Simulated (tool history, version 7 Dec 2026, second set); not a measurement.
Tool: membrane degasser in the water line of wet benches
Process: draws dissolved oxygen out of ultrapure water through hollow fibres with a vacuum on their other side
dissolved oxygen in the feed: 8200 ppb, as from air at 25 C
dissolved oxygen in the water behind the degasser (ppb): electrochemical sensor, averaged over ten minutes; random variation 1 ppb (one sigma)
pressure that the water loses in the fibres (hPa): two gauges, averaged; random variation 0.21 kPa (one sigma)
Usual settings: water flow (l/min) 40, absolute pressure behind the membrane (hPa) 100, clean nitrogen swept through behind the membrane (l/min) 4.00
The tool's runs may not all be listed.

run    hour  water flow (l/min)  absolute pressure behind the membrane (hPa)  clean nitrogen swept through behind the membrane (l/min)  dissolved oxygen in the water behind the degasser (ppb)  pressure that the water loses in the fibres (hPa)
  1     0.0                  40                                          100                                                      4.00                                                    171.3                                              490.8
  2    52.7                  40                                          100                                                      2.43                                                    262.3                                              491.2
  3   103.4                  40                                          100                                                      2.26                                                    277.2                                              490.1
  4   159.9                  40                                          100                                                      2.26                                                    276.8                                              489.1
  5   197.1                  40                                          100                                                      2.26                                                    275.8                                              484.2
  6   251.6                  40                                           77                                                      2.26                                                    189.8                                              483.8
  7   303.5                  40                                           77                                                      2.26                                                    190.6                                              485.6
  8   354.1                  40                                          100                                                      4.00                                                    170.6                                              485.1
  9   397.8                  40                                          100                                                      4.00                                                    173.9                                              483.6
 10   428.6                  40                                          100                                                      4.00                                                    172.1                                              483.5
 11   460.1                  40                                          100                                                      4.00                                                    170.7                                              487.8
 12   509.5                  40                                           79                                                      4.00                                                    124.1                                              483.0
 13   551.4                  40                                           79                                                      4.00                                                    123.5                                              483.5
 14   619.0                  40                                          120                                                      4.00                                                    218.3                                              483.1
 15   668.4                  60                                          100                                                      4.00                                                    286.3                                              727.2
 16   709.0                  60                                          100                                                      4.00                                                    287.5                                              726.0
 17   754.6                  60                                          100                                                      5.66                                                    223.1                                              723.0
 18   804.0                  40                                           75                                                      2.19                                                    186.1                                              476.9
 19   841.0                  25                                          222                                                      2.11                                                    498.5                                              300.0
 20   892.1                  25                                          222                                                      2.11                                                    497.4                                              303.2
 21   950.3                  25                                          222                                                      2.11                                                    499.5                                              303.4
 22  1017.5                  25                                          222                                                      2.11                                                    501.4                                              299.4
 23  1060.8                  59                                          100                                                      2.95                                                    347.8                                              706.8
     1109.8  -- gauge calibrated
 24  1112.4                  28                                           73                                                      2.95                                                     94.6                                              340.9
 25  1184.0                  40                                          218                                                      4.00                                                    429.9                                              487.9
 26  1227.5                  32                                           69                                                      1.68                                                    161.8                                              390.8
 27  1285.6                  32                                           69                                                      1.68                                                    161.9                                              390.3
 28  1334.7                  32                                          203                                                      8.81                                                    157.0                                              390.7
 29  1373.4                  32                                          203                                                      8.81                                                    155.1                                              391.5
 30  1423.8                  32                                          203                                                      8.81                                                    156.9                                              388.2
 31  1480.2                  41                                          139                                                      3.55                                                    295.2                                              503.5
 32  1544.2                  41                                          139                                                      3.55                                                    290.4                                              498.8

Forecast each of these 3 alternatives for the next run:
  A  1578.8                  31                                           65                                                      5.52                                                        ?                                                  ?
  B  1578.8                  34                                          216                                                      7.13                                                        ?                                                  ?
  C  1578.8                  26                                           80                                                      3.32                                                        ?                                                  ?

run  dissolved oxygen in the water behind the degasser (ppb)  pressure that the water loses in the fibres (hPa)
  A                                                     50.0                                              376.5
  B                                                    215.1                                              412.4
  C                                                     91.6                                              317.7
Without the tool's hidden state the same runs would have given:
run  dissolved oxygen in the water behind the degasser (ppb)  pressure that the water loses in the fibres (hPa)
  A                                                     49.9                                              379.9
  B                                                    215.0                                              416.1
  C                                                     91.5                                              320.6

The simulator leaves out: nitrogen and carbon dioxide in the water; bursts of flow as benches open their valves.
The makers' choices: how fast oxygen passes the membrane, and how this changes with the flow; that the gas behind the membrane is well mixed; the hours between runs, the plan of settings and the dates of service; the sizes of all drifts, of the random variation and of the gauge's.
